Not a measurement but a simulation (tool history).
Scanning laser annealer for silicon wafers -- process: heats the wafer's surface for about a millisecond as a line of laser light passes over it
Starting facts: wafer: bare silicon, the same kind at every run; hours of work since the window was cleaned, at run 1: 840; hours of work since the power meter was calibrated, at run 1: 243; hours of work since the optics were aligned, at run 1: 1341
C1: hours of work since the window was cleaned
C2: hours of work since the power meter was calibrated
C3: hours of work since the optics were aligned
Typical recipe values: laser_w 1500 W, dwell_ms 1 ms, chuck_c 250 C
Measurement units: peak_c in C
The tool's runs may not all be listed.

run 1 hour=0 | laser_w=1500 dwell_ms=1 chuck_c=250 | C1=840 C2=243 C3=1341 | peak_c=1015
run 2 hour=34.6 | laser_w=1500 dwell_ms=1 chuck_c=250 | C1=856 C2=258 C3=1356 | peak_c=1013
run 3 hour=53.9 | laser_w=1500 dwell_ms=0.82 chuck_c=250 | C1=864 C2=267 C3=1365 | peak_c=948
-- hour=58.5 window over the wafer cleaned
run 4 hour=92.2 | laser_w=1500 dwell_ms=1 chuck_c=267 | C1=15 C2=283 C3=1381 | peak_c=1065
run 5 hour=135.6 | laser_w=1583 dwell_ms=1 chuck_c=250 | C1=34 C2=302 C3=1400 | peak_c=1091
run 6 hour=169.1 | laser_w=1583 dwell_ms=1 chuck_c=250 | C1=49 C2=317 C3=1415 | peak_c=1093
run 7 hour=206.1 | laser_w=1583 dwell_ms=1 chuck_c=250 | C1=66 C2=333 C3=1431 | peak_c=1088
run 8 hour=225.6 | laser_w=1278 dwell_ms=1 chuck_c=250 | C1=74 C2=342 C3=1440 | peak_c=929
run 9 hour=256.5 | laser_w=1278 dwell_ms=1 chuck_c=250 | C1=88 C2=356 C3=1454 | peak_c=931
run 10 hour=288.6 | laser_w=1317 dwell_ms=1 chuck_c=250 | C1=102 C2=370 C3=1468 | peak_c=950
run 11 hour=317.9 | laser_w=1500 dwell_ms=1 chuck_c=250 | C1=115 C2=383 C3=1481 | peak_c=1039
run 12 hour=337.5 | laser_w=1411 dwell_ms=1 chuck_c=250 | C1=124 C2=392 C3=1490 | peak_c=994
run 13 hour=355.8 | laser_w=1411 dwell_ms=1 chuck_c=250 | C1=132 C2=400 C3=1498 | peak_c=992
run 14 hour=390.6 | laser_w=1411 dwell_ms=1 chuck_c=250 | C1=148 C2=415 C3=1513 | peak_c=995
run 15 hour=422.6 | laser_w=1411 dwell_ms=1 chuck_c=250 | C1=162 C2=430 C3=1527 | peak_c=994
run 16 hour=456.7 | laser_w=1411 dwell_ms=1 chuck_c=250 | C1=177 C2=445 C3=1543 | peak_c=994
-- hour=496.3 optics aligned, line set to its width
run 17 hour=498.7 | laser_w=1411 dwell_ms=1 chuck_c=250 | C1=193 C2=461 C3=1 | peak_c=1007
run 18 hour=518.6 | laser_w=1411 dwell_ms=1 chuck_c=250 | C1=202 C2=470 C3=10 | peak_c=1003
run 19 hour=547.1 | laser_w=1389 dwell_ms=1 chuck_c=250 | C1=215 C2=483 C3=23 | peak_c=992
run 20 hour=565.3 | laser_w=1389 dwell_ms=1 chuck_c=250 | C1=223 C2=491 C3=31 | peak_c=989
run 21 hour=601.3 | laser_w=1582 dwell_ms=0.82 chuck_c=231 | C1=239 C2=507 C3=47 | peak_c=998
run 22 hour=621.8 | laser_w=1582 dwell_ms=0.82 chuck_c=231 | C1=248 C2=516 C3=56 | peak_c=997
run 23 hour=646.3 | laser_w=1582 dwell_ms=0.82 chuck_c=231 | C1=259 C2=527 C3=67 | peak_c=998
run 24 hour=682.4 | laser_w=1373 dwell_ms=0.82 chuck_c=259 | C1=275 C2=543 C3=83 | peak_c=928
run 25 hour=713.6 | laser_w=1467 dwell_ms=1 chuck_c=285 | C1=289 C2=557 C3=97 | peak_c=1064
run 26 hour=735.6 | laser_w=1301 dwell_ms=0.79 chuck_c=269 | C1=299 C2=566 C3=106 | peak_c=890
run 27 hour=767.9 | laser_w=1301 dwell_ms=0.79 chuck_c=269 | C1=313 C2=581 C3=121 | peak_c=892
run 28 hour=791.3 | laser_w=1301 dwell_ms=0.79 chuck_c=269 | C1=323 C2=591 C3=131 | peak_c=889
run 29 hour=828 | laser_w=1500 dwell_ms=0.8 chuck_c=223 | C1=340 C2=607 C3=147 | peak_c=938
run 30 hour=856.2 | laser_w=1355 dwell_ms=0.98 chuck_c=230 | C1=352 C2=620 C3=160 | peak_c=939
run 31 hour=889.3 | laser_w=1455 dwell_ms=1.01 chuck_c=250 | C1=367 C2=635 C3=175 | peak_c=1023
run 32 hour=917.5 | laser_w=1455 dwell_ms=0.74 chuck_c=250 | C1=379 C2=647 C3=187 | peak_c=917
run 33 hour=942.6 | laser_w=1500 dwell_ms=0.95 chuck_c=215 | C1=391 C2=658 C3=198 | peak_c=987
run 34 hour=972.6 | laser_w=1500 dwell_ms=0.95 chuck_c=215 | C1=404 C2=672 C3=212 | peak_c=984
run 35 hour=997.1 | laser_w=1500 dwell_ms=0.95 chuck_c=215 | C1=415 C2=683 C3=223 | peak_c=989
run 36 hour=1034.9 | laser_w=1500 dwell_ms=0.95 chuck_c=215 | C1=432 C2=699 C3=239 | peak_c=983
run 37 hour=1063.4 | laser_w=1500 dwell_ms=1.18 chuck_c=258 | C1=444 C2=712 C3=252 | peak_c=1107
run 38 hour=1105.3 | laser_w=1500 dwell_ms=1.18 chuck_c=258 | C1=463 C2=731 C3=271 | peak_c=1105
run 39 hour=1143.9 | laser_w=1500 dwell_ms=1.18 chuck_c=258 | C1=480 C2=748 C3=288 | peak_c=1102
run 40 hour=1170 | laser_w=1587 dwell_ms=1 chuck_c=250 | C1=492 C2=759 C3=299 | peak_c=1077

How the hidden state differs across the entries between the runs, from the last listed run before each to the first after it:
Runs 3 to 4: window over the wafer cleaned (hour 58.5)
  light that passes the window, % of a clean one's: 95.23 -> 99.79; width of the line over the set one, %: 2.38 -> 2.4
  measured result minus the result with no hidden state, peak_c: -45 -> -14 C
Runs 16 to 17: optics aligned, line set to its width (hour 496.3)
  light that passes the window, % of a clean one's: 98.91 -> 98.83; width of the line over the set one, %: 2.65 -> 0.06
  measured result minus the result with no hidden state, peak_c: -20 -> -11 C

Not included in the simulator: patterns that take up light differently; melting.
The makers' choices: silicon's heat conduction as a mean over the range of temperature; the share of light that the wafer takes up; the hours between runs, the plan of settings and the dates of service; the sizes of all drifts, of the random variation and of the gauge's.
